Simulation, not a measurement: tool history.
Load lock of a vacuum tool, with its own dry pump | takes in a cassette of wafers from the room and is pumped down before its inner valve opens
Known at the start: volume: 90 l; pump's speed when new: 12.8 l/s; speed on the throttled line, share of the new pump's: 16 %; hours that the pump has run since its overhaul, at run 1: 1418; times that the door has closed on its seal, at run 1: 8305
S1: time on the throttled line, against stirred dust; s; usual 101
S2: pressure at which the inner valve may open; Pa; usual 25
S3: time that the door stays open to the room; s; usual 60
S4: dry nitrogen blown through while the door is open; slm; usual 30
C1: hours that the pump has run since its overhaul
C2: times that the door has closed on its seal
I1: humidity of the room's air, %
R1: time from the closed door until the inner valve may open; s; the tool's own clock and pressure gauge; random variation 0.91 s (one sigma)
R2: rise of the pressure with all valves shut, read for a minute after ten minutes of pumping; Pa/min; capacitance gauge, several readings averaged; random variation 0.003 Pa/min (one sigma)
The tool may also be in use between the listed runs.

run	hour	S1	S2	S3	S4	C1	C2	I1	R1	R2
1	0	101	25	60	30	1418	8305	44.6	145.7	0.055
2	297.5	101	25	60	36	1715	8719	46.4	143.3	0.059
3	548.9	101	25	60	30	1967	9068	45.9	144.8	0.058
4	746	52	25	60	30	2164	9341	48.4	103.5	0.058
5	1075	185	25	60	30	2493	9798	43.7	213.3	0.062
6	1248.4	101	25	65	30	2666	10039	46.9	143.8	0.066
7	1605.8	101	25	65	30	3023	10535	46.2	145.3	0.073
8	1783.2	101	25	65	30	3201	10782	47.6	143.9	0.077
9	2010.7	101	25	65	30	3428	11098	43.3	144.7	0.074
10	2319	79	28	64	30	3737	11526	41	124.6	0.078
11	2639	79	24	64	12	4057	11970	45.2	125.8	0.085
12	2951.1	79	24	64	12	4369	12404	44.9	124.6	0.09
13	3101	161	50	36	13	4519	12612	45.8	189.5	0.091

Forecast each of these 3 alternatives for the next run:
A	3341.5	57	23	36	4	4759	12946	44.7	?	?
B	3341.5	161	50	36	4	4759	12946	44.5	?	?
C	3341.5	101	22	60	8	4759	12946	43.1	?	?

run	R1	R2
A	108.2	0.097
B	189	0.094
C	144.1	0.095
Without the tool's hidden state the same runs would have given:
run	R1	R2
A	106.6	0.013
B	188.1	0.011
C	142.5	0.011
